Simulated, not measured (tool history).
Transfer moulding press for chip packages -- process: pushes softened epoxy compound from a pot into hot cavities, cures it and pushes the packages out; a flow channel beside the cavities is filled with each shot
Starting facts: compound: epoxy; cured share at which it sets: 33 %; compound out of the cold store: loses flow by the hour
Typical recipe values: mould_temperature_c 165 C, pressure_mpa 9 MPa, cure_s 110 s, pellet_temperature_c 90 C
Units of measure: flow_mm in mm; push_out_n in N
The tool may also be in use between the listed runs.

| run | hour | mould_temperature_c | pressure_mpa | cure_s | pellet_temperature_c | incoming compound's hours out of the cold store | flow_mm | push_out_n |
|---|---|---|---|---|---|---|---|---|
| 1 | 0 | 165 | 9 | 110 | 90 | 28.9 | 541 | 665 |
| 2 | 14.2 | 165 | 9 | 110 | 90 | 29.6 | 536 | 762 |
| 3 | 32.7 | 165 | 9 | 110 | 90 | 12.4 | 559 | 811 |
|  | 53 | cavities cleaned with cleaning compound and waxed |
| 4 | 58.9 | 165 | 9 | 131 | 90 | 46.4 | 514 | 394 |
|  | 63.6 | plunger's sealing rings changed |
| 5 | 75.6 | 165 | 9 | 131 | 90 | 37.7 | 537 | 496 |
| 6 | 97 | 165 | 9 | 131 | 90 | 18.8 | 560 | 582 |
| 7 | 116.4 | 165 | 9 | 131 | 90 | 10 | 571 | 662 |
|  | 130.7 | cavities cleaned with cleaning compound and waxed |
| 8 | 132.5 | 165 | 9 | 110 | 90 | 31.5 | 541 | 452 |
| 9 | 160.2 | 165 | 9 | 110 | 90 | 31 | 541 | 670 |
| 10 | 185.5 | 165 | 7.4 | 110 | 90 | 14.3 | 510 | 811 |
|  | 206.1 | cavities cleaned with cleaning compound and waxed |
| 11 | 206.4 | 165 | 7.4 | 110 | 90 | 8.3 | 514 | 437 |
| 12 | 225.4 | 165 | 7.4 | 110 | 90 | 41.2 | 478 | 609 |
| 13 | 246.3 | 165 | 7.4 | 110 | 90 | 18.9 | 501 | 717 |
| 14 | 273.1 | 165 | 7.4 | 110 | 90 | 18.9 | 499 | 827 |
|  | 282.6 | cavities cleaned with cleaning compound and waxed |
| 15 | 301.9 | 165 | 9.79 | 122 | 90 | 37.8 | 551 | 522 |
|  | 316.4 | plunger's sealing rings changed |
| 16 | 327.7 | 165 | 9.79 | 122 | 90 | 11.3 | 593 | 638 |
| 17 | 341.1 | 167 | 9 | 110 | 88 | 47.3 | 522 | 703 |
|  | 359.6 | cavities cleaned with cleaning compound and waxed |
| 18 | 365.9 | 167 | 7.49 | 106 | 84 | 39 | 483 | 483 |
| 19 | 382.4 | 167 | 9.42 | 131 | 84 | 40 | 540 | 480 |
| 20 | 403.7 | 158 | 8.25 | 113 | 100 | 31.8 | 530 | 1079 |
| 21 | 428.7 | 160 | 7.83 | 139 | 91 | 15.5 | 531 | 755 |
|  | 434.3 | cavities cleaned with cleaning compound and waxed |
| 22 | 451.8 | 167 | 9 | 101 | 87 | 24.8 | 542 | 612 |
| 23 | 470.5 | 164 | 6.88 | 114 | 87 | 37.9 | 465 | 686 |
| 24 | 499.9 | 164 | 6.88 | 114 | 87 | 39.9 | 462 | 790 |
|  | 510.2 | cavities cleaned with cleaning compound and waxed |
| 25 | 516.3 | 164 | 6.88 | 114 | 87 | 43.9 | 456 | 463 |
| 26 | 532.4 | 165 | 9 | 109 | 91 | 23.8 | 542 | 639 |
| 27 | 560.2 | 158 | 10.44 | 98 | 83 | 13.3 | 613 | 1721 |

Below are 4 alternative next runs, each starting from the tool's condition after run 27. Predict each:
|  | 570.7 | plunger's sealing rings changed |
| A | 581.6 | 165 | 9 | 110 | 80 | 19.1 | ? | ? |
|  | 570.7 | plunger's sealing rings changed |
| B | 581.6 | 165 | 10.66 | 110 | 90 | 41.3 | ? | ? |
|  | 570.7 | plunger's sealing rings changed |
| C | 581.6 | 165 | 9 | 115 | 99 | 29.8 | ? | ? |
|  | 570.7 | plunger's sealing rings changed |
| D | 581.6 | 158 | 10.44 | 98 | 83 | 40.2 | ? | ? |

| run | flow_mm | push_out_n |
|---|---|---|
| A | 559 | 887 |
| B | 581 | 831 |
| C | 547 | 757 |
| D | 589 | 1730 |
Without the tool's hidden state the same runs would have given:
| run | flow_mm | push_out_n |
|---|---|---|
| A | 562 | 477 |
| B | 584 | 440 |
| C | 550 | 399 |
| D | 592 | 928 |
